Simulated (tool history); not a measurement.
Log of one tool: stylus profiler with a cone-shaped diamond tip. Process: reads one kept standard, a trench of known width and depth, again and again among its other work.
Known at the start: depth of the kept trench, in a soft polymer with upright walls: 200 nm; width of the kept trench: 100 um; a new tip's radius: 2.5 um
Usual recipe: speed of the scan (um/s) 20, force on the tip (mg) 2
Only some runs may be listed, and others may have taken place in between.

run   hour  speed of the scan (um/s)  force on the tip (mg)  depth of the trench (angstrom)  width of the trench's floor (nm)
  1      0                        20                      2                          2029.5                             97550
  2   20.5                        13                      2                          2029.1                             97610
  3   31.8                        13                      2                          2029.1                             97630
  4   56.8                        13                   2.62                          2035.2                             97590
  5   77.6                        13                   2.62                          2034.3                             97540
  6     94                        13                   2.62                          2035.5                             97570
  7  113.4                        20                   5.35                          2054.9                             97580
  8  130.6                        20                   5.35                          2054.9                             97550
  9  145.3                        20                   5.35                          2054.5                             97600
 10  165.3                        20                      2                          2029.8                             97520
 11  191.1                        12                      2                          2030.5                             97530
 12  218.3                        36                      2                          2030.7                             97400
 13    241                        53                      2                          2030.2                             97290
 14  264.6                        53                      2                          2030.7                             97290
 15  279.5                        53                      2                          2030.1                             97270
 16  307.2                        26                   2.32                          2032.8                             97480
 17    326                        29                   4.08                          2046.5                             97440
 18  349.9                        27                   2.11                          2030.9                             97450
 19  365.8                        18                   5.94                          2058.9                             97500
 20  386.2                        13                   5.94                          2059.1                             97460
 21  406.4                         8                   0.93                            2020                             97480
 22  424.5                         8                   0.93                          2020.1                             97480
 23    436                         8                   0.93                          2019.7                             97490
 24  462.2                         8                   0.93                          2019.7                             97450
 25  478.2                        16                   4.07                          2047.8                             97490
 26  505.1                        26                   0.67                          2017.2                             97260
 27  526.5                        26                   0.67                          2017.3                             97260
 28  539.5                        26                   0.67                          2016.3                             97250

Below are 3 alternative next runs, each starting from the tool's condition after run 28. Predict each:
  A   559                        28                    1.2                               ?                                 ?
  B   559                        20                   3.17                               ?                                 ?
  C   559                        18                   4.18                               ?                                 ?

run  depth of the trench (angstrom)  width of the trench's floor (nm)
  A                          2023.3                             97310
  B                          2040.8                             97420
  C                          2047.8                             97430
Take away the tool's hidden state, keep each run's random variation, and the runs would have read:
run  depth of the trench (angstrom)  width of the trench's floor (nm)
  A                          2018.8                             97830
  B                          2036.2                             97940
  C                          2043.2                             97950

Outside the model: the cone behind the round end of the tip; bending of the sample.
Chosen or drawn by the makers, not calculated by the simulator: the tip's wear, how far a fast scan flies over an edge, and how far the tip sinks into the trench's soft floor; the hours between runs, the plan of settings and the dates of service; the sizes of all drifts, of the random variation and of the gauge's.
